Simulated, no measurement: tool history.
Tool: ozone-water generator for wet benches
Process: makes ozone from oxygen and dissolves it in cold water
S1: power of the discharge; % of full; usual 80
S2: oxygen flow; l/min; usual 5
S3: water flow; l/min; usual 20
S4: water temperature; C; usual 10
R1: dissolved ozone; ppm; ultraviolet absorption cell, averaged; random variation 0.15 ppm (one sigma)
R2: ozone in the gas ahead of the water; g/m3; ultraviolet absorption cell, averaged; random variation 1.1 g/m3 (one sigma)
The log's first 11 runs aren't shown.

run	hour	S1	S2	S3	S4	R1	R2
12	866.8	80	5	20	10	15.3	155.9
13	929.3	80	5	20	10	15.3	156.7
14	1036.3	95	5	20	10	16.6	170.5
15	1090.2	80	5	29	10	10	155.8
16	1181.4	80	5	29	10	10	153.1
17	1255.7	59	6.71	13	6	20.1	113.1
18	1362.8	65	5	22	10	12.2	137.6
19	1447.7	66	5	20	10	13.4	137.4
20	1532.2	66	5	20	10	13.1	135.3
21	1609.4	95	4.23	20	10	15.4	179.3
22	1708.3	87	5.56	20	13	14.8	148.6
23	1792.7	87	5.56	20	13	14.5	147.4
24	1838.5	63	3.6	18	13	12.9	155.9
25	1946.5	80	5	25	5	11.6	148.5
26	2018	80	2.67	20	9	12.5	202.4
27	2124.5	80	2.67	20	9	12.4	200.3
28	2210.8	80	2.67	20	9	12.4	199.4
29	2295.5	51	7.29	15	9	14.8	95.8
30	2356.5	80	7.19	20	10	13.9	120.5
31	2426.5	80	6.72	32	7	8.7	124.4
# hour 2495.7: contactor cleaned
32	2524.3	80	6.72	32	7	9.6	124.2

Forecast each of these 5 alternatives for the next run:
A	2577.2	78	7.05	20	5	?	?
B	2577.2	80	3.05	13	5	?	?
C	2577.2	80	5.12	32	7	?	?
D	2577.2	59	3.95	20	10	?	?
E	2577.2	88	2.92	20	10	?	?

run	R1	R2
A	15.5	118.2
B	22.1	181.3
C	9	140.9
D	12.2	138.4
E	13.6	194.4
Without the tool's hidden state the same runs would have given:
run	R1	R2
A	20.5	153.4
B	29	235.7
C	11.8	183.2
D	15.4	172.7
E	18.2	256.3

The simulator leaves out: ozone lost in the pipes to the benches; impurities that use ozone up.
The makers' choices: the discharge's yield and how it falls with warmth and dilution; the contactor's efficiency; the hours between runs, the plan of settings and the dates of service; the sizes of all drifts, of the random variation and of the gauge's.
